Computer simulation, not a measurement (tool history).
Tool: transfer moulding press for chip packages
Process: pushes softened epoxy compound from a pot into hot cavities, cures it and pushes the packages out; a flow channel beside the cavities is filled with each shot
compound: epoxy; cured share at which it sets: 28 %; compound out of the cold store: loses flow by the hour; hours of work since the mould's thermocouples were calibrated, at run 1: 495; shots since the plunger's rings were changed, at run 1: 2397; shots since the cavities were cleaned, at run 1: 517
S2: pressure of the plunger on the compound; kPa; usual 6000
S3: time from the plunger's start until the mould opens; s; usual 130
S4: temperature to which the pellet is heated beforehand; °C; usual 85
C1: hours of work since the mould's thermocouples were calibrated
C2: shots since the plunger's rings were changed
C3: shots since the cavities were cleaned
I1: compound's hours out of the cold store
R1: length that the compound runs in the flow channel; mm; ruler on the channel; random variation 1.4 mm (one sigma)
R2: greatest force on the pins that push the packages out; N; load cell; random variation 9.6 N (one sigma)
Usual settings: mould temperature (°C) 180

run 1 hour=0 | mould_temperature_(°C)=180 S2=6000 S3=130 S4=85 | C1=495 C2=2397 C3=517 | I1=38.5 | R1=476 R2=439
run 2 hour=18.8 | mould_temperature_(°C)=184 S2=6000 S3=130 S4=85 | C1=507 C2=2572 C3=692 | I1=27.6 | R1=485 R2=378
run 3 hour=41.2 | mould_temperature_(°C)=184 S2=6000 S3=130 S4=85 | C1=522 C2=2782 C3=902 | I1=47 | R1=455 R2=363
-- hour=50.5 cavities cleaned with cleaning compound and waxed
run 4 hour=60.6 | mould_temperature_(°C)=184 S2=6000 S3=130 S4=85 | C1=534 C2=2949 C3=94 | I1=23.9 | R1=491 R2=370
run 5 hour=77.3 | mould_temperature_(°C)=179 S2=6000 S3=130 S4=85 | C1=545 C2=3105 C3=250 | I1=26.1 | R1=500 R2=478
run 6 hour=87.8 | mould_temperature_(°C)=179 S2=6000 S3=130 S4=85 | C1=552 C2=3203 C3=348 | I1=13.9 | R1=522 R2=480
run 7 hour=105.4 | mould_temperature_(°C)=180 S2=6000 S3=130 S4=85 | C1=564 C2=3368 C3=513 | I1=41.1 | R1=473 R2=429
run 8 hour=124.1 | mould_temperature_(°C)=180 S2=6000 S3=130 S4=85 | C1=577 C2=3543 C3=688 | I1=34.4 | R1=484 R2=465
run 9 hour=138.9 | mould_temperature_(°C)=180 S2=6000 S3=130 S4=85 | C1=587 C2=3681 C3=826 | I1=34.8 | R1=480 R2=451
-- hour=156.5 cavities cleaned with cleaning compound and waxed
run 10 hour=161.1 | mould_temperature_(°C)=180 S2=6000 S3=122 S4=85 | C1=600 C2=3875 C3=43 | I1=21.8 | R1=502 R2=513
run 11 hour=180.2 | mould_temperature_(°C)=183 S2=6000 S3=122 S4=85 | C1=613 C2=4053 C3=221 | I1=8.4 | R1=521 R2=455
run 12 hour=192.7 | mould_temperature_(°C)=180 S2=6000 S3=130 S4=85 | C1=621 C2=4170 C3=338 | I1=10.4 | R1=523 R2=446
run 13 hour=205.9 | mould_temperature_(°C)=180 S2=6000 S3=130 S4=85 | C1=630 C2=4294 C3=462 | I1=21.6 | R1=507 R2=426
run 14 hour=217.2 | mould_temperature_(°C)=180 S2=6000 S3=130 S4=85 | C1=638 C2=4400 C3=568 | I1=10.7 | R1=530 R2=462
run 15 hour=236.9 | mould_temperature_(°C)=182 S2=6000 S3=130 S4=86 | C1=651 C2=4584 C3=752 | I1=21 | R1=502 R2=402
run 16 hour=248 | mould_temperature_(°C)=184 S2=4660 S3=130 S4=86 | C1=658 C2=4687 C3=855 | I1=15.3 | R1=447 R2=372
-- hour=258.8 plunger's sealing rings changed
-- hour=266 cavities cleaned with cleaning compound and waxed
run 17 hour=269.6 | mould_temperature_(°C)=184 S2=4660 S3=130 S4=86 | C1=670 C2=87 C3=34 | I1=27.3 | R1=429 R2=383
run 18 hour=281.4 | mould_temperature_(°C)=180 S2=6000 S3=167 S4=85 | C1=678 C2=197 C3=144 | I1=46.9 | R1=463 R2=346
run 19 hour=295.1 | mould_temperature_(°C)=180 S2=5270 S3=164 S4=93 | C1=687 C2=326 C3=273 | I1=17 | R1=480 R2=337
run 20 hour=312.6 | mould_temperature_(°C)=175 S2=6000 S3=140 S4=93 | C1=699 C2=489 C3=436 | I1=37.9 | R1=488 R2=513
-- hour=319.2 mould's thermocouples calibrated
run 21 hour=325.6 | mould_temperature_(°C)=180 S2=6680 S3=130 S4=88 | C1=4 C2=592 C3=539 | I1=24.3 | R1=525 R2=458
run 22 hour=345.2 | mould_temperature_(°C)=178 S2=4630 S3=111 S4=77 | C1=17 C2=775 C3=722 | I1=44 | R1=416 R2=718
run 23 hour=367.6 | mould_temperature_(°C)=179 S2=6000 S3=115 S4=85 | C1=32 C2=984 C3=931 | I1=40.9 | R1=475 R2=617
-- hour=375 cavities cleaned with cleaning compound and waxed
run 24 hour=391.5 | mould_temperature_(°C)=179 S2=6000 S3=115 S4=85 | C1=47 C2=1194 C3=154 | I1=43.1 | R1=470 R2=607
run 25 hour=408.1 | mould_temperature_(°C)=183 S2=6120 S3=133 S4=83 | C1=58 C2=1349 C3=309 | I1=43.4 | R1=468 R2=377
run 26 hour=420.8 | mould_temperature_(°C)=180 S2=6000 S3=130 S4=88 | C1=67 C2=1468 C3=428 | I1=19.1 | R1=512 R2=457
run 27 hour=431.1 | mould_temperature_(°C)=174 S2=6260 S3=118 S4=92 | C1=74 C2=1564 C3=524 | I1=35.6 | R1=507 R2=816
run 28 hour=451.5 | mould_temperature_(°C)=176 S2=6260 S3=130 S4=92 | C1=87 C2=1755 C3=715 | I1=30.6 | R1=510 R2=566

4 ways to go on from here, each from the tool as it stands after run 28. What would each give?
run A hour=474.6 | mould_temperature_(°C)=181 S2=4500 S3=130 S4=88 | C1=103 C2=1971 C3=931 | I1=10.3 | R1=? R2=?
run B hour=474.6 | mould_temperature_(°C)=179 S2=6010 S3=112 S4=92 | C1=103 C2=1971 C3=931 | I1=40.8 | R1=? R2=?
run C hour=474.6 | mould_temperature_(°C)=176 S2=6260 S3=110 S4=88 | C1=103 C2=1971 C3=931 | I1=39.2 | R1=? R2=?
run D hour=474.6 | mould_temperature_(°C)=176 S2=7270 S3=130 S4=82 | C1=103 C2=1971 C3=931 | I1=45.5 | R1=? R2=?

run=A R1=452 R2=434
run=B R1=475 R2=642
run=C R1=494 R2=832
run=D R1=523 R2=592
Without the tool's hidden state the same runs would have given:
run=A R1=452 R2=430
run=B R1=475 R2=636
run=C R1=495 R2=825
run=D R1=523 R2=586

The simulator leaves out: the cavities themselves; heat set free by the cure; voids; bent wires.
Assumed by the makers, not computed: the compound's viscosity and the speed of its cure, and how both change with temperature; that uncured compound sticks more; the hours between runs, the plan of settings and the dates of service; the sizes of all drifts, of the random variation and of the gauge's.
